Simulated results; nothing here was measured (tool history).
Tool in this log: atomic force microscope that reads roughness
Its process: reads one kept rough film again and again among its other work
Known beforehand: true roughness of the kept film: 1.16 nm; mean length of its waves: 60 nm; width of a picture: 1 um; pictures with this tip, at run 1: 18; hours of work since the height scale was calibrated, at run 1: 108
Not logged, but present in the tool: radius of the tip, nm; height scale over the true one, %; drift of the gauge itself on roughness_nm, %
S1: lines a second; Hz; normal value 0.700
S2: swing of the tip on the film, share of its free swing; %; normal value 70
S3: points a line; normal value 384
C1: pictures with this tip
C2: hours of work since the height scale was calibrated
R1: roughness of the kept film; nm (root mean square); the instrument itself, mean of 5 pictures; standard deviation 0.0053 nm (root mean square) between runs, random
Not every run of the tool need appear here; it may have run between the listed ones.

run	hour	S1	S2	S3	C1	C2	R1
1	0.0	0.700	70	384	18	108	1.122
2	7.8	0.700	70	384	32	114	1.126
3	17.3	0.700	70	384	49	121	1.128
4	24.3	0.700	70	384	62	126	1.114
5	30.8	0.811	70	384	74	131	1.099
6	37.3	0.811	70	384	85	136	1.111
7	42.3	0.811	70	384	95	140	1.099
8	46.6	0.700	70	384	102	144	1.106
9	53.8	0.700	70	384	115	149	1.118
10	59.7	0.700	70	920	126	154	1.098
# hour 66.9: new tip fitted
11	68.8	0.700	70	461	4	160	1.135
12	74.0	0.751	70	384	13	164	1.111
13	83.1	0.700	86	384	29	172	1.095
14	87.4	0.724	64	769	37	175	1.127
15	93.8	0.946	85	384	49	180	1.074
16	104.0	0.946	85	384	67	188	1.079
17	112.6	0.700	79	328	83	194	1.096
# hour 114.4: height scale calibrated on a step standard
18	119.7	0.700	79	328	94	4	1.103
19	127.1	2.438	77	923	107	10	1.034
# hour 136.1: height scale calibrated on a step standard, once more
20	136.4	2.438	77	923	122	0	1.032
21	143.2	2.438	77	269	134	5	1.023
# hour 145.7: new tip fitted
22	150.9	3.230	66	384	9	11	1.079
23	157.7	0.700	75	384	22	16	1.117
24	162.7	0.700	75	384	31	20	1.111
25	168.5	3.621	56	682	41	25	1.107

Here are 4 independent what-if runs from the current tool condition. What would each one return?
A	174.8	0.644	83	342	53	30	?
B	174.8	1.532	79	503	53	30	?
C	174.8	3.056	79	305	53	30	?
D	174.8	0.700	63	412	53	30	?

run	R1
A	1.097
B	1.067
C	1.010
D	1.127
Without the tool's hidden state the same runs would have given:
run	R1
A	1.107
B	1.077
C	1.020
D	1.138
